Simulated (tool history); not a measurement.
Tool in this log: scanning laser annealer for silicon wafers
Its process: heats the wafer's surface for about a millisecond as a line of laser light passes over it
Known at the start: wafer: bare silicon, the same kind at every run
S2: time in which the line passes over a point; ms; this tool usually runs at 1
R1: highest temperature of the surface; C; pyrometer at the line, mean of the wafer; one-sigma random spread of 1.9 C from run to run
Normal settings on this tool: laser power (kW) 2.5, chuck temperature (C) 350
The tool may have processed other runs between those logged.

run 1 day=0 | laser_power_(kW)=2.5 S2=1 chuck_temperature_(C)=350 | R1=1124
run 2 day=0.233 | laser_power_(kW)=2.5 S2=1 chuck_temperature_(C)=350 | R1=1121
run 3 day=0.521 | laser_power_(kW)=2.5 S2=1 chuck_temperature_(C)=350 | R1=1123
run 4 day=0.821 | laser_power_(kW)=2.5 S2=1 chuck_temperature_(C)=350 | R1=1122
run 5 day=1.204 | laser_power_(kW)=2.5 S2=1 chuck_temperature_(C)=350 | R1=1122
run 6 day=1.704 | laser_power_(kW)=2.5 S2=1 chuck_temperature_(C)=350 | R1=1123
run 7 day=2.025 | laser_power_(kW)=2.5 S2=1 chuck_temperature_(C)=350 | R1=1119
run 8 day=2.433 | laser_power_(kW)=2.5 S2=1.12 chuck_temperature_(C)=350 | R1=1165
run 9 day=2.833 | laser_power_(kW)=2.5 S2=1.12 chuck_temperature_(C)=350 | R1=1165
run 10 day=3.167 | laser_power_(kW)=2.5 S2=1 chuck_temperature_(C)=328 | R1=1097
run 11 day=3.592 | laser_power_(kW)=2.5 S2=1 chuck_temperature_(C)=328 | R1=1093
run 12 day=3.979 | laser_power_(kW)=2.5 S2=1 chuck_temperature_(C)=328 | R1=1097
run 13 day=4.308 | laser_power_(kW)=2.5 S2=1 chuck_temperature_(C)=350 | R1=1118
run 14 day=4.667 | laser_power_(kW)=2.5 S2=1 chuck_temperature_(C)=350 | R1=1120
run 15 day=4.888 | laser_power_(kW)=2.5 S2=1 chuck_temperature_(C)=350 | R1=1119
run 16 day=5.225 | laser_power_(kW)=2.5 S2=1.1 chuck_temperature_(C)=350 | R1=1150
run 17 day=5.6 | laser_power_(kW)=2.687 S2=1.1 chuck_temperature_(C)=350 | R1=1223
run 18 day=5.812 | laser_power_(kW)=2.5 S2=1 chuck_temperature_(C)=385 | R1=1153
run 19 day=6.117 | laser_power_(kW)=2.5 S2=1 chuck_temperature_(C)=385 | R1=1151
run 20 day=6.354 | laser_power_(kW)=2.5 S2=1 chuck_temperature_(C)=385 | R1=1150
-- day=6.475 window over the wafer cleaned
run 21 day=6.917 | laser_power_(kW)=2.372 S2=1 chuck_temperature_(C)=378 | R1=1087
run 22 day=7.175 | laser_power_(kW)=2.372 S2=1 chuck_temperature_(C)=378 | R1=1090
-- day=7.396 window over the wafer cleaned, once more
run 23 day=7.488 | laser_power_(kW)=2.461 S2=0.72 chuck_temperature_(C)=350 | R1=1000
run 24 day=7.733 | laser_power_(kW)=2.244 S2=1.14 chuck_temperature_(C)=325 | R1=1056
run 25 day=8.15 | laser_power_(kW)=2.128 S2=1 chuck_temperature_(C)=324 | R1=971
run 26 day=8.596 | laser_power_(kW)=2.128 S2=1 chuck_temperature_(C)=324 | R1=971
run 27 day=9.054 | laser_power_(kW)=2.5 S2=1.08 chuck_temperature_(C)=350 | R1=1155
run 28 day=9.329 | laser_power_(kW)=2.478 S2=0.92 chuck_temperature_(C)=331 | R1=1070
run 29 day=9.675 | laser_power_(kW)=2.478 S2=0.92 chuck_temperature_(C)=331 | R1=1063
run 30 day=10.046 | laser_power_(kW)=2.478 S2=0.92 chuck_temperature_(C)=331 | R1=1066
run 31 day=10.383 | laser_power_(kW)=2.536 S2=1.15 chuck_temperature_(C)=316 | R1=1160
run 32 day=10.858 | laser_power_(kW)=2.131 S2=1.06 chuck_temperature_(C)=326 | R1=986
run 33 day=11.246 | laser_power_(kW)=2.717 S2=1.06 chuck_temperature_(C)=326 | R1=1199
run 34 day=11.688 | laser_power_(kW)=2.717 S2=1.06 chuck_temperature_(C)=357 | R1=1236
run 35 day=11.912 | laser_power_(kW)=2.717 S2=1.06 chuck_temperature_(C)=357 | R1=1231
run 36 day=12.342 | laser_power_(kW)=2.717 S2=1.06 chuck_temperature_(C)=357 | R1=1232
run 37 day=12.779 | laser_power_(kW)=2.717 S2=1.02 chuck_temperature_(C)=315 | R1=1175
run 38 day=13.004 | laser_power_(kW)=2.717 S2=1.02 chuck_temperature_(C)=315 | R1=1171
run 39 day=13.408 | laser_power_(kW)=2.287 S2=0.75 chuck_temperature_(C)=340 | R1=944
run 40 day=13.779 | laser_power_(kW)=2.614 S2=0.92 chuck_temperature_(C)=343 | R1=1124

5 ways to go on from here, each from the tool as it stands after run 40. What would each give?
run A day=14.258 | laser_power_(kW)=2.513 S2=0.78 chuck_temperature_(C)=359 | R1=?
run B day=14.258 | laser_power_(kW)=2.566 S2=1 chuck_temperature_(C)=337 | R1=?
run C day=14.258 | laser_power_(kW)=2.26 S2=0.99 chuck_temperature_(C)=369 | R1=?
run D day=14.258 | laser_power_(kW)=2.66 S2=1.22 chuck_temperature_(C)=322 | R1=?
run E day=14.258 | laser_power_(kW)=2.38 S2=0.83 chuck_temperature_(C)=343 | R1=?

run=A R1=1043
run=B R1=1132
run=C R1=1050
run=D R1=1232
run=E R1=1006
The same runs, with their run-to-run variation unchanged, on a tool lacking any hidden condition would have given:
run=A R1=1064
run=B R1=1157
run=C R1=1071
run=D R1=1260
run=E R1=1027
